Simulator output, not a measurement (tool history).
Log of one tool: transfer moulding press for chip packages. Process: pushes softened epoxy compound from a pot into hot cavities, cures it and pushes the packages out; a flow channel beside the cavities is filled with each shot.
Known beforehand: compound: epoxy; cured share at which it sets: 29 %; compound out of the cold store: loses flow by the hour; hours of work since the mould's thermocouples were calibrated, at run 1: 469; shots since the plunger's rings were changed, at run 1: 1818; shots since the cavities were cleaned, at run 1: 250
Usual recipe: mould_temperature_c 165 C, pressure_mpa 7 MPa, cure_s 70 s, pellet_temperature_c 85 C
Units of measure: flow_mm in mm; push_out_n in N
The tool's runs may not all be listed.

run	hour	mould_temperature_c	pressure_mpa	cure_s	pellet_temperature_c	hours of work since the mould's thermocouples were calibrated	shots since the plunger's rings were changed	shots since the cavities were cleaned	incoming compound's hours out of the cold store	flow_mm	push_out_n
1	0	165	7	70	85	469	1818	250	44.3	444	284
# hour 17.3: cavities cleaned with cleaning compound and waxed
2	18.8	165	7.5	70	85	481	2085	24	40.5	470	217
3	32	165	7.5	70	85	489	2289	228	38.8	469	277
4	47.6	165	7	70	85	500	2531	470	9.2	533	366
# hour 51.5: cavities cleaned with cleaning compound and waxed
5	76.4	165	7	70	85	517	2952	385	30.3	468	328
# hour 84.7: cavities cleaned with cleaning compound and waxed
# hour 97.7: mould's thermocouples calibrated
6	97.7	165	7	70	85	0	3227	170	31.4	467	267
7	117.1	165	7	70	85	13	3528	471	36.3	450	334
# hour 121: cavities cleaned with cleaning compound and waxed
8	146.3	165	7	70	85	31	3955	391	34.2	450	328
# hour 154.2: cavities cleaned with cleaning compound and waxed
9	168.3	165	7	70	85	44	4272	217	43.7	430	279
10	184.3	165	7	70	85	55	4519	464	26	471	343
# hour 188.2: cavities cleaned with cleaning compound and waxed
11	201.1	165	7	70	85	65	4756	199	14.8	491	293
# hour 222.1: cavities cleaned with cleaning compound and waxed
12	225.8	165	7	70	85	80	5114	57	9.7	507	243
# hour 248.1: plunger's sealing rings changed
13	253.3	165	7	70	85	96	80	444	16.3	529	337
# hour 257.4: cavities cleaned with cleaning compound and waxed
14	276.9	165	5.54	70	85	111	422	302	8.3	493	308
# hour 291.7: cavities cleaned with cleaning compound and waxed
15	291.7	165	5.54	70	88	119	627	0	28.3	439	205
16	313.6	161	5.54	90	88	134	966	339	30.5	436	279
# hour 324.8: cavities cleaned with cleaning compound and waxed
17	331.9	172	7.95	56	95	145	1226	110	38.3	488	255
18	353.4	165	7.96	56	81	159	1558	442	18.1	552	563
# hour 358.8: cavities cleaned with cleaning compound and waxed
19	374	165	7.96	56	81	171	1853	234	26.7	525	440
20	387.9	165	6.95	70	85	180	2068	449	47.3	438	340
# hour 392: cavities cleaned with cleaning compound and waxed
21	402.8	165	5.89	67	89	189	2276	167	10.5	486	281
# hour 426.3: cavities cleaned with cleaning compound and waxed
22	431.4	165	5.89	67	89	207	2694	78	40.2	412	253
23	451.3	165	5.89	67	82	220	3002	386	36.4	420	355
# hour 460.1: cavities cleaned with cleaning compound and waxed
24	474.1	165	7	70	83	234	3331	217	23.5	483	282
# hour 494.9: cavities cleaned with cleaning compound and waxed
25	497.8	165	6.9	70	76	248	3674	45	21.8	488	234

What if the next run were any one of these 3? Each begins from the tool's condition after run 25:
A	516.3	165	6.9	70	81	260	3959	330	10.9	?	?
B	516.3	167	6.9	70	77	260	3959	330	46.1	?	?
C	516.3	165	6.54	70	87	260	3959	330	43.9	?	?

run	flow_mm	push_out_n
A	518	318
B	420	293
C	420	297
What these runs would have given with no unlogged condition in the tool:
run	flow_mm	push_out_n
A	549	206
B	445	190
C	446	190

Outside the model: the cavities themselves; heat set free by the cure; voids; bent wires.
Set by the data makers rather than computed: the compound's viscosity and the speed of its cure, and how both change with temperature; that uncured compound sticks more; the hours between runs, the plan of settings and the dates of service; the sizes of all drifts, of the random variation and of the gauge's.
